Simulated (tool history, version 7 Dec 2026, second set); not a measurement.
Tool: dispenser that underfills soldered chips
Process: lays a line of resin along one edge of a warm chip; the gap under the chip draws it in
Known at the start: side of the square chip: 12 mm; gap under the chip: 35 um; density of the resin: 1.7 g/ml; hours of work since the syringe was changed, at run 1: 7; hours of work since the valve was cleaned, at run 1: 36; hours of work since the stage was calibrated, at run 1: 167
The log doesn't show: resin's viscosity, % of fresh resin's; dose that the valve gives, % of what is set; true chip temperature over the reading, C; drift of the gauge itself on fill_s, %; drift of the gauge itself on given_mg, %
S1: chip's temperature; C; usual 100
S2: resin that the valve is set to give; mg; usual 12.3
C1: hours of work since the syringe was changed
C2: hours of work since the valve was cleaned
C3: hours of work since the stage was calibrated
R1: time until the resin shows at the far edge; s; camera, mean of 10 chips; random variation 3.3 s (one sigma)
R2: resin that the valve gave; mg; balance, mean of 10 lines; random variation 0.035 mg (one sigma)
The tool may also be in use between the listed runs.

{"run": 1, "day": 0.0, "S1": 100, "S2": 12.3, "C1": 7, "C2": 36, "C3": 167, "R1": 504.7, "R2": 11.94}
{"day": 0.133, "done": "new syringe of resin"}
{"run": 2, "day": 0.204, "S1": 100, "S2": 12.3, "C1": 1, "C2": 39, "C3": 170, "R1": 368.9, "R2": 11.89}
{"run": 3, "day": 0.408, "S1": 100, "S2": 10.7, "C1": 4, "C2": 42, "C3": 173, "R1": 462.9, "R2": 10.34}
{"run": 4, "day": 0.558, "S1": 100, "S2": 10.7, "C1": 7, "C2": 45, "C3": 176, "R1": 542.5, "R2": 10.26}
{"day": 0.679, "done": "new syringe of resin"}
{"day": 0.842, "done": "dispensing valve cleaned and set on the balance"}
{"run": 5, "day": 0.896, "S1": 100, "S2": 10.7, "C1": 3, "C2": 1, "C3": 180, "R1": 416.6, "R2": 10.71}
{"run": 6, "day": 1.117, "S1": 100, "S2": 10.7, "C1": 6, "C2": 4, "C3": 184, "R1": 512.4, "R2": 10.66}
{"day": 1.262, "done": "new syringe of resin"}
{"run": 7, "day": 1.283, "S1": 100, "S2": 10.7, "C1": 0, "C2": 7, "C3": 186, "R1": 362.5, "R2": 10.63}
{"run": 8, "day": 1.5, "S1": 100, "S2": 10.7, "C1": 4, "C2": 10, "C3": 190, "R1": 445.0, "R2": 10.62}
{"run": 9, "day": 1.721, "S1": 100, "S2": 12.9, "C1": 7, "C2": 14, "C3": 194, "R1": 518.1, "R2": 12.82}
{"day": 1.8, "done": "new syringe of resin"}
{"run": 10, "day": 1.908, "S1": 100, "S2": 12.3, "C1": 2, "C2": 17, "C3": 196, "R1": 388.9, "R2": 12.13}
{"run": 11, "day": 2.104, "S1": 100, "S2": 12.3, "C1": 5, "C2": 20, "C3": 200, "R1": 458.9, "R2": 12.07}
{"day": 2.329, "done": "new syringe of resin"}
{"run": 12, "day": 2.329, "S1": 90, "S2": 13.2, "C1": 0, "C2": 24, "C3": 203, "R1": 550.1, "R2": 12.94}
{"run": 13, "day": 2.562, "S1": 91, "S2": 12.3, "C1": 4, "C2": 27, "C3": 207, "R1": 646.1, "R2": 12.06}
{"run": 14, "day": 2.825, "S1": 91, "S2": 14.9, "C1": 8, "C2": 32, "C3": 211, "R1": 807.1, "R2": 14.5}
{"day": 2.862, "done": "new syringe of resin"}
{"run": 15, "day": 3.033, "S1": 100, "S2": 15.3, "C1": 3, "C2": 35, "C3": 214, "R1": 399.3, "R2": 14.83}
{"run": 16, "day": 3.25, "S1": 100, "S2": 13.2, "C1": 6, "C2": 38, "C3": 218, "R1": 499.6, "R2": 12.78}
{"day": 3.4, "done": "new syringe of resin"}
{"run": 17, "day": 3.462, "S1": 114, "S2": 13.2, "C1": 1, "C2": 42, "C3": 221, "R1": 204.0, "R2": 12.79}
{"run": 18, "day": 3.654, "S1": 100, "S2": 11.9, "C1": 4, "C2": 45, "C3": 224, "R1": 453.6, "R2": 11.44}
{"run": 19, "day": 3.829, "S1": 100, "S2": 10.9, "C1": 7, "C2": 48, "C3": 227, "R1": 548.2, "R2": 10.46}

5 ways to go on from here, each from the tool as it stands after run 19. What would each give?
{"day": 3.925, "done": "dispensing valve cleaned and set on the balance"}
{"day": 3.979, "done": "new syringe of resin"}
{"run": "A", "day": 4.062, "S1": 111, "S2": 10.9, "C1": 1, "C2": 2, "C3": 230, "R1": "?", "R2": "?"}
{"day": 3.925, "done": "dispensing valve cleaned and set on the balance"}
{"day": 3.979, "done": "new syringe of resin"}
{"run": "B", "day": 4.062, "S1": 100, "S2": 10.8, "C1": 1, "C2": 2, "C3": 230, "R1": "?", "R2": "?"}
{"day": 3.925, "done": "dispensing valve cleaned and set on the balance"}
{"day": 3.979, "done": "new syringe of resin"}
{"run": "C", "day": 4.062, "S1": 103, "S2": 13.1, "C1": 1, "C2": 2, "C3": 230, "R1": "?", "R2": "?"}
{"day": 3.925, "done": "dispensing valve cleaned and set on the balance"}
{"day": 3.979, "done": "new syringe of resin"}
{"run": "D", "day": 4.062, "S1": 114, "S2": 11.5, "C1": 1, "C2": 2, "C3": 230, "R1": "?", "R2": "?"}
{"day": 3.925, "done": "dispensing valve cleaned and set on the balance"}
{"day": 3.979, "done": "new syringe of resin"}
{"run": "E", "day": 4.062, "S1": 106, "S2": 12.3, "C1": 1, "C2": 2, "C3": 230, "R1": "?", "R2": "?"}

run=A R1=242.3 R2=10.89
run=B R1=388.0 R2=10.82
run=C R1=327.6 R2=13.09
run=D R1=206.6 R2=11.48
run=E R1=285.4 R2=12.28
Without the tool's hidden state the same runs would have given:
run=A R1=211.1 R2=10.90
run=B R1=336.5 R2=10.83
run=C R1=284.5 R2=13.11
run=D R1=180.1 R2=11.49
run=E R1=248.1 R2=12.29
